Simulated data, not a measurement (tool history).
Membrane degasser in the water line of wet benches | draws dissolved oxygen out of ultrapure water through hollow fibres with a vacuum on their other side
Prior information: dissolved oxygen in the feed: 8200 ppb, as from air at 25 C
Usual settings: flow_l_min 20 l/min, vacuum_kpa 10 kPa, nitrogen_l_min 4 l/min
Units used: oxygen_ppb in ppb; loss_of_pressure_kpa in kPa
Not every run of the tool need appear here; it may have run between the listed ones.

run    hour  flow_l_min  vacuum_kpa  nitrogen_l_min  oxygen_ppb  loss_of_pressure_kpa
  1       0          20          10               4         103                  69.7
  2   190.7          20          10               4         103                 69.51
  3   470.5          20          10               4       104.3                  69.7
  4     746          20          10               4       103.4                 69.81
  5    1013          15          10               4        72.6                 52.09
     1118.2  -- vacuum gauge calibrated
  6    1192          15        16.6               4       132.6                 52.16
  7  1473.9          15        17.9               4       144.7                 52.41
  8  1624.4          15        17.9               4       143.6                 52.27
  9  1863.1          15        17.9               4       144.9                 52.66
 10  2058.1          20         6.5               4        62.5                    70
 11  2292.3          16          10               4        79.6                 55.77
 12  2579.4          16          10               4        79.6                 56.49
 13  2850.4          16          10            4.88        67.5                  56.5
 14  3022.2          16          10            4.88        67.6                 56.65
     3098.8  -- seals of the vacuum lines changed
 15  3311.4          16          10               4        78.7                 56.41
 16  3487.8          20          10            3.66       111.1                 70.39
 17  3710.4          20          10            2.91       132.6                 70.73
 18  4033.5          13        15.1            4.55        90.8                 46.17
 19  4336.7          21        16.8            3.06       244.6                 74.35
 20  4567.8          21        16.8            3.06       244.5                 74.34
 21  4776.6          21        16.8            3.06       245.5                  74.6
 22  5115.1          24        16.8            10.9       105.9                 84.98
     5349.8  -- gauge calibrated
 23  5432.1          24         7.4            3.65          98                 83.18
 24  5578.4          18        11.8               4       110.2                 62.16
 25  5775.8          18        15.9               4         154                 62.62
 26  6064.8          18        15.9               4       155.1                 62.68
     6146.2  -- membrane cartridge changed
 27  6272.5          15          11            2.52       122.2                 52.12
 28  6416.4          18          10            2.67         126                 62.56

Predict the results of run 29:
 29  6590.3          19         7.1            2.67           ?                     ?

oxygen_ppb: 85.4 ppb
loss_of_pressure_kpa: 65.97 kPa
If the tool had no hidden condition, the same run with the same run-to-run variation would have returned oxygen_ppb 85.2 ppb, loss_of_pressure_kpa 65.53 kPa.

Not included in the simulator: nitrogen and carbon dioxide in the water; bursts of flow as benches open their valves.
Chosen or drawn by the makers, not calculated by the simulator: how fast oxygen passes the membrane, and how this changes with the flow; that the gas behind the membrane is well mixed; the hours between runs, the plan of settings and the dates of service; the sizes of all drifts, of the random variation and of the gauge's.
